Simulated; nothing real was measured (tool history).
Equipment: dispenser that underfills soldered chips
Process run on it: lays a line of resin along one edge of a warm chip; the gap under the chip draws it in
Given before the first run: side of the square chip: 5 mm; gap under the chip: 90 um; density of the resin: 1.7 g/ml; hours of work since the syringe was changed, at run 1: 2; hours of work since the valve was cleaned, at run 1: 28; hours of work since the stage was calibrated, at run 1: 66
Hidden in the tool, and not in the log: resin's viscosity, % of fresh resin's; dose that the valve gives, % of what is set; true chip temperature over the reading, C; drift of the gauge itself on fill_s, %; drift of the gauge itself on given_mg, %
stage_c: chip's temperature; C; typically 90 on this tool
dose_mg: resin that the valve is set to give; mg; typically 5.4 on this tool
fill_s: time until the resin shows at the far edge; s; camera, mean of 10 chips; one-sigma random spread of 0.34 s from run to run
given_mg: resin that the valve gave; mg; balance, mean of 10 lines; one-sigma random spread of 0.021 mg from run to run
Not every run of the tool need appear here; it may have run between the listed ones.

run	day	stage_c	dose_mg	hours of work since the syringe was changed	hours of work since the valve was cleaned	hours of work since the stage was calibrated	fill_s	given_mg
1	0	90	5.4	2	28	66	18	5.35
2	0.117	81	5.4	3	30	68	26.6	5.33
3	0.304	89	5.4	6	33	70	26.1	5.28
# day 0.488: new syringe of resin
4	0.517	90	5.98	1	36	74	16.1	5.86
5	0.654	90	5.98	3	38	76	19	5.84
6	0.888	103	5.98	6	41	79	17.4	5.84
# day 1.067: new syringe of resin
7	1.075	103	5.98	0	44	82	10.7	5.83
8	1.2	103	5.98	2	46	84	12.9	5.89
9	1.342	103	5.98	4	48	86	15.3	5.83
# day 1.517: dispensing valve cleaned and set on the balance
10	1.517	103	5.98	6	0	88	17.7	5.95
# day 1.696: new syringe of resin
11	1.721	103	5.98	0	3	91	10.9	5.96
12	1.954	103	5.98	4	7	95	15.1	5.97
13	2.083	90	5.4	6	9	97	25.3	5.37
14	2.183	78	5.4	8	10	98	40.6	5.39
# day 2.279: new syringe of resin
15	2.417	78	5.4	2	14	102	26.6	5.35
16	2.546	78	5.4	4	16	104	31.6	5.36
17	2.733	78	5.4	7	19	107	39.7	5.34
# day 2.862: new syringe of resin
18	2.929	78	5.4	1	21	110	24.2	5.4
19	3.075	102	5.28	3	24	112	15.1	5.21
20	3.188	91	5.68	5	25	114	23.7	5.6
21	3.417	90	6.89	9	29	117	30.4	6.79
# day 3.442: new syringe of resin
22	3.617	94	6.91	3	32	120	16.9	6.83
23	3.825	94	6.91	6	35	123	22.2	6.8
24	3.983	94	6.91	8	38	126	28.2	6.77
# day 4.021: new syringe of resin
25	4.142	103	5.31	2	40	128	12.8	5.18
26	4.242	99	5.31	3	41	130	16.7	5.22
27	4.467	102	4.99	7	45	133	20.2	4.9
# day 4.6: new syringe of resin
28	4.629	77	5.61	0	47	135	23.6	5.5
# day 4.879: dispensing valve cleaned and set on the balance
29	4.912	77	5.61	4	1	139	31.3	5.6
30	5.146	77	5.61	8	4	143	41.9	5.6
# day 5.221: new syringe of resin
31	5.254	88	6.09	1	6	144	17.7	6.11
32	5.375	88	6.09	2	8	146	19.6	6.13
33	5.567	99	4.86	5	10	149	19.3	4.84
34	5.754	99	4.86	8	13	152	24.2	4.84
# day 5.808: new syringe of resin
35	5.971	99	4.86	2	17	155	15.4	4.81
36	6.179	99	4.86	6	20	158	20.1	4.8

Pick out some run-to-run changes in fill_s. Of each, how much would a tool without hidden state show as well, from the settings, what came in and chance, and how much is left for the hidden state and any gauge scatter not in both results compared?
Run 14 -> 15: new syringe of resin. fill_s -14 s: hidden state -14, all else +0.
Run 17 -> 18: new syringe of resin. fill_s -15.5 s: hidden state -15.4, all else -0.1.
Run 24 -> 25: stage_c 94 -> 103, dose_mg 6.91 -> 5.31, new syringe of resin. fill_s -15.4 s: hidden state -12.3, all else -3.1.
Run 30 -> 31: stage_c 77 -> 88, dose_mg 5.61 -> 6.09, new syringe of resin. fill_s -24.2 s: hidden state -19.2, all else -5.

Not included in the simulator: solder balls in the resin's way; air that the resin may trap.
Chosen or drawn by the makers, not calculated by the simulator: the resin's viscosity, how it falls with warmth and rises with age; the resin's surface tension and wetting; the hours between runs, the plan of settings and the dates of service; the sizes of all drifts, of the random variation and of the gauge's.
